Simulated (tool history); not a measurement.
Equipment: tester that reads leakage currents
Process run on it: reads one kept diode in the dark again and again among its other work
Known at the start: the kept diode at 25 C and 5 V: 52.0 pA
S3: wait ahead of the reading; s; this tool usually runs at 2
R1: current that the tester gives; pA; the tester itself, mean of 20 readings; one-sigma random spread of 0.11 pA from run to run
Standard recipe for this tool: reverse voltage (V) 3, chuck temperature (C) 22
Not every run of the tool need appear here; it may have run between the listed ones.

run 1 hour=0 | reverse_voltage_(V)=3 chuck_temperature_(C)=22 S3=2 | R1=35.43
run 2 hour=72.4 | reverse_voltage_(V)=3 chuck_temperature_(C)=22 S3=2 | R1=35.96
run 3 hour=139.6 | reverse_voltage_(V)=3 chuck_temperature_(C)=22 S3=2 | R1=36.18
run 4 hour=208.1 | reverse_voltage_(V)=3 chuck_temperature_(C)=22 S3=2 | R1=36.7
-- hour=268.2 chuck's temperature calibrated
run 5 hour=285.6 | reverse_voltage_(V)=2.18 chuck_temperature_(C)=22 S3=2 | R1=27.12
run 6 hour=353.4 | reverse_voltage_(V)=3 chuck_temperature_(C)=22 S3=0.63 | R1=32.81
run 7 hour=433.4 | reverse_voltage_(V)=3 chuck_temperature_(C)=22 S3=0.63 | R1=33.28
run 8 hour=507.2 | reverse_voltage_(V)=3 chuck_temperature_(C)=22 S3=0.63 | R1=33.73
-- hour=516.6 probe card cleaned and baked
run 9 hour=558.2 | reverse_voltage_(V)=3 chuck_temperature_(C)=22 S3=0.63 | R1=33.34
run 10 hour=624.6 | reverse_voltage_(V)=5.86 chuck_temperature_(C)=22 S3=0.63 | R1=47.85
run 11 hour=692.8 | reverse_voltage_(V)=5.86 chuck_temperature_(C)=22 S3=0.63 | R1=48.65
run 12 hour=737.3 | reverse_voltage_(V)=3.73 chuck_temperature_(C)=22 S3=0.63 | R1=38.84
run 13 hour=832.8 | reverse_voltage_(V)=7.35 chuck_temperature_(C)=22 S3=2 | R1=55.63
run 14 hour=921.1 | reverse_voltage_(V)=3 chuck_temperature_(C)=22 S3=2 | R1=35.78
run 15 hour=976.5 | reverse_voltage_(V)=3 chuck_temperature_(C)=22 S3=2 | R1=35.76
run 16 hour=1074 | reverse_voltage_(V)=3 chuck_temperature_(C)=22 S3=2 | R1=36.8
run 17 hour=1160.2 | reverse_voltage_(V)=3 chuck_temperature_(C)=38 S3=2 | R1=130.75
run 18 hour=1211.6 | reverse_voltage_(V)=3 chuck_temperature_(C)=58 S3=1.11 | R1=530.45
-- hour=1259.3 chuck's temperature calibrated
run 19 hour=1300 | reverse_voltage_(V)=6.62 chuck_temperature_(C)=48 S3=0.6 | R1=350.61
run 20 hour=1380.3 | reverse_voltage_(V)=19.92 chuck_temperature_(C)=32 S3=6.67 | R1=192.29
run 21 hour=1465.1 | reverse_voltage_(V)=19.92 chuck_temperature_(C)=32 S3=6.67 | R1=194.62
run 22 hour=1531.9 | reverse_voltage_(V)=10.69 chuck_temperature_(C)=59 S3=2 | R1=985.71
run 23 hour=1588.3 | reverse_voltage_(V)=4.39 chuck_temperature_(C)=46 S3=4.43 | R1=256.52
run 24 hour=1681.4 | reverse_voltage_(V)=4.39 chuck_temperature_(C)=46 S3=4.43 | R1=260.21
run 25 hour=1784.4 | reverse_voltage_(V)=4.39 chuck_temperature_(C)=46 S3=4.43 | R1=264.44
run 26 hour=1865.8 | reverse_voltage_(V)=12.03 chuck_temperature_(C)=22 S3=0.3 | R1=76.1
run 27 hour=1928.1 | reverse_voltage_(V)=12.03 chuck_temperature_(C)=22 S3=0.3 | R1=77.07
run 28 hour=2009 | reverse_voltage_(V)=12.03 chuck_temperature_(C)=25 S3=5.78 | R1=95.06
-- hour=2026.4 tester calibrated
run 29 hour=2071 | reverse_voltage_(V)=12.03 chuck_temperature_(C)=25 S3=5.78 | R1=97.51
run 30 hour=2135.3 | reverse_voltage_(V)=4.53 chuck_temperature_(C)=56 S3=0.34 | R1=570.95
run 31 hour=2187.6 | reverse_voltage_(V)=1.38 chuck_temperature_(C)=24 S3=0.94 | R1=29.74
-- hour=2250.3 chuck's temperature calibrated
run 32 hour=2255.2 | reverse_voltage_(V)=1.38 chuck_temperature_(C)=56 S3=0.94 | R1=272.78
run 33 hour=2340.4 | reverse_voltage_(V)=1.15 chuck_temperature_(C)=34 S3=3.5 | R1=50.95

Predict each of these 4 candidate next runs independently; none follows another, all start after run 33:
run A hour=2389 | reverse_voltage_(V)=10.08 chuck_temperature_(C)=49 S3=6.81 | R1=?
run B hour=2389 | reverse_voltage_(V)=3 chuck_temperature_(C)=24 S3=3.7 | R1=?
run C hour=2389 | reverse_voltage_(V)=1.15 chuck_temperature_(C)=27 S3=3.5 | R1=?
run D hour=2389 | reverse_voltage_(V)=1.15 chuck_temperature_(C)=33 S3=0.4 | R1=?

run=A R1=478.77
run=B R1=38.48
run=C R1=29.77
run=D R1=47.94
Without the tool's hidden state the same runs would have given:
run=A R1=465.51
run=B R1=36.86
run=C R1=28.74
run=D R1=46.46
